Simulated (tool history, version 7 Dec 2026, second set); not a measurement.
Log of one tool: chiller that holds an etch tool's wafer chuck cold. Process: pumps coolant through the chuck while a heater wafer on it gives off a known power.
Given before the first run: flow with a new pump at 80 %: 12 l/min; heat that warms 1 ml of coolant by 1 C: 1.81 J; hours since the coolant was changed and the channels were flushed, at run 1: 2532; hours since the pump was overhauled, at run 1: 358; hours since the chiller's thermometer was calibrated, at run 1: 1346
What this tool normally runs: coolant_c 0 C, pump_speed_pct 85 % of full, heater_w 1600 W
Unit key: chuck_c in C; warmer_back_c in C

run	hour	coolant_c	pump_speed_pct	heater_w	hours since the coolant was changed and the channels were flushed	hours since the pump was overhauled	hours since the chiller's thermometer was calibrated	chuck_c	warmer_back_c
1	0	0	85	1600	2532	358	1346	11.8	4.16
2	27.7	0	85	1600	2559	386	1374	11.6	4.17
3	43.7	0	85	1600	2575	402	1390	11.6	4.18
4	61.7	0	85	1600	2593	420	1408	11.5	4.16
5	87.8	0	85	1600	2620	446	1434	11.6	4.19
6	108.6	0	85	1600	2640	467	1455	11.8	4.14
7	142.1	0	85	1600	2674	501	1488	11.8	4.17
8	176.8	0	85	1600	2708	535	1523	11.8	4.22
9	213.3	0	85	1600	2745	572	1560	11.7	4.17
10	240.3	0	85	1418	2772	599	1587	10.2	3.71
11	275	0	69	1193	2807	633	1621	10.4	3.86
12	294.6	-4	85	1004	2826	653	1641	3.1	2.6
13	325.3	-9	71	1600	2857	684	1672	4.6	5.02
14	352.3	-9	64	1600	2884	711	1699	5.9	5.51
15	377.3	6	85	1600	2909	736	1724	17.7	4.17

Run 16, settings as shown, results not yet in. Your forecast:
16	399.5	0	61	2335	2931	758	1746	?	?

Run 16 came out at chuck_c 22.6 C, warmer_back_c 8.43 C.
Had the tool carried no hidden state, the very same run would have given chuck_c 22.6 C, warmer_back_c 8.42 C.
